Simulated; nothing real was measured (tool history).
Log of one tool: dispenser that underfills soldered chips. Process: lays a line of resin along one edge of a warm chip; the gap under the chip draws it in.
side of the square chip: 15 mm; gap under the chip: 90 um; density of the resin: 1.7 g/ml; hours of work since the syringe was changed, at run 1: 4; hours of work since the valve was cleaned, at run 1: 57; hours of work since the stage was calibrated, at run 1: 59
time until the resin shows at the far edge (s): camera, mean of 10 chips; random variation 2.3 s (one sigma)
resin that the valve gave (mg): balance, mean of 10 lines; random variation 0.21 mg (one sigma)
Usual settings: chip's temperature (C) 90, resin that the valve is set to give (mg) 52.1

run,hour,chip's temperature (C),resin that the valve is set to give (mg),hours of work since the syringe was changed,hours of work since the valve was cleaned,hours of work since the stage was calibrated,time until the resin shows at the far edge (s),resin that the valve gave (mg)
1,0.0,90,52.1,4,57,59,300.9,50.94
2,2.8,90,52.1,6,59,61,349.7,50.62
3,5.9,90,56.8,8,61,63,394.0,55.17
# hour 8.8: new syringe of resin
4,10.3,90,53.1,1,64,66,240.6,51.19
5,13.7,90,50.3,3,66,69,291.8,48.90
# hour 15.4: dispensing valve cleaned and set on the balance
6,18.0,90,50.3,6,2,71,345.4,50.07
7,20.6,77,50.3,8,4,73,694.2,49.90
# hour 24.1: new syringe of resin
8,25.4,90,52.1,1,7,76,247.5,51.53
9,29.0,90,49.5,3,9,78,299.7,49.04
10,32.4,90,49.5,6,12,81,351.2,48.75
11,37.0,90,49.5,9,15,84,438.1,49.27
# hour 38.4: new syringe of resin
12,40.0,90,49.5,1,17,86,244.4,49.24
13,43.9,90,49.5,4,19,89,302.6,48.65
14,47.4,82,64.6,6,22,91,492.1,63.40
15,51.9,86,63.3,9,25,94,519.5,62.27
# hour 52.6: new syringe of resin
16,54.7,77,44.9,1,27,96,447.7,44.00
17,56.9,82,56.3,3,28,97,378.8,55.29
18,60.7,100,50.6,6,31,100,228.1,49.78
19,64.7,92,52.1,8,34,103,379.6,50.95
# hour 66.9: new syringe of resin
20,67.4,78,65.7,0,35,104,374.0,64.59
21,71.7,78,65.7,3,38,107,468.7,64.17

Forecast run 22:
22,75.1,76,47.7,6,41,110,?,?

time until the resin shows at the far edge (s): 627.7
resin that the valve gave (mg): 46.46
Without the tool's hidden state the same run would have given time until the resin shows at the far edge (s) 411.1, resin that the valve gave (mg) 47.53.
